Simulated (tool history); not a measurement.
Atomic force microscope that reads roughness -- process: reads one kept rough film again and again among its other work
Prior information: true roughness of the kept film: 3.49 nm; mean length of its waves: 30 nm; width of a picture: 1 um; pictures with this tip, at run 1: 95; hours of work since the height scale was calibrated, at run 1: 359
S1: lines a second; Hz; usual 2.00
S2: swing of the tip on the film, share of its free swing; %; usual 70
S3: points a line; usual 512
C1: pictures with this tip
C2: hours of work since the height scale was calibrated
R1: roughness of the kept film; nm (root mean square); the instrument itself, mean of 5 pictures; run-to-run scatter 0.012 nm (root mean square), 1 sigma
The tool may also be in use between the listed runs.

run	day	S1	S2	S3	C1	C2	R1
1	0.000	2.00	70	512	95	359	2.310
2	0.342	2.05	70	512	116	365	2.231
3	0.796	2.05	70	512	144	374	2.140
4	1.167	1.31	70	512	166	381	2.112
5	1.467	2.00	70	795	185	386	2.027
6	1.925	2.00	70	512	213	395	1.943
7	2.329	2.00	70	512	238	403	1.866
# day 2.396: new tip fitted
8	2.904	2.00	70	512	31	413	2.689
9	3.375	2.00	70	512	60	422	2.522
10	3.967	2.00	70	512	96	433	2.360
11	4.238	2.00	70	512	113	438	2.299
12	4.721	2.00	70	512	142	447	2.189
13	4.983	2.00	70	512	159	452	2.133
14	5.346	0.66	70	512	181	459	2.138
15	5.721	2.00	74	512	204	466	1.961
16	6.025	2.00	74	512	223	471	1.919
# day 6.358: new tip fitted
17	6.612	2.00	70	424	16	482	2.727
18	7.125	2.00	70	512	47	492	2.555
19	7.408	2.00	70	613	64	497	2.471
20	7.729	2.00	70	512	84	503	2.398
21	8.217	2.00	70	512	114	512	2.269
22	8.704	2.00	58	512	144	521	2.227
23	9.167	2.00	58	512	172	530	2.108
24	9.704	2.00	58	512	205	540	2.032
25	10.083	2.00	58	512	229	547	1.959
# day 10.292: new tip fitted
26	10.354	2.00	58	512	4	552	2.854
27	10.933	1.42	58	326	40	562	2.660
28	11.421	1.42	58	326	70	572	2.502
29	11.758	2.20	84	560	90	578	2.209
30	12.092	1.73	70	987	111	584	2.286
31	12.679	2.26	55	303	147	595	2.162
32	13.212	1.51	62	729	179	605	2.065
33	13.483	3.33	70	775	196	610	1.917
34	14.000	3.33	70	775	228	620	1.815
# day 14.233: new tip fitted
35	14.483	0.72	70	547	15	629	2.855
36	14.979	0.60	86	512	46	638	2.641
37	15.300	1.22	70	512	65	644	2.548
38	15.846	1.22	70	512	99	654	2.403
39	16.242	0.55	66	597	123	661	2.349
40	16.754	0.73	66	512	155	671	2.211
41	17.175	0.77	66	427	181	679	2.123
42	17.688	0.91	70	987	212	688	2.029
43	17.933	0.94	90	271	227	693	1.868
# day 18.171: new tip fitted
44	18.308	0.94	90	271	8	700	2.684
45	18.817	0.82	70	512	39	709	2.673
46	19.392	1.29	57	1010	74	720	2.530

A few steps of R1 between consecutive runs. Split each: what settings, incoming material and random variation would produce without the hidden state, and what is left over for the hidden state, along with gauge scatter present in only one of the two compared results (measured, and without hidden state):
Hidden state at play: radius of the tip, nm; height scale over the true one, %; drift of the gauge itself on roughness_nm, %.
Run 7 -> 8: new tip fitted. R1 +0.823 nm (root mean square): hidden state +0.816, all else +0.007.
Run 25 -> 26: new tip fitted. R1 +0.895 nm (root mean square): hidden state +0.906, all else -0.011.
Run 34 -> 35: S1 3.33 -> 0.72, S3 775 -> 547, new tip fitted. R1 +1.040 nm (root mean square): hidden state +0.822, all else +0.218.
Run 43 -> 44: new tip fitted. R1 +0.816 nm (root mean square): hidden state +0.817, all else -0.001.
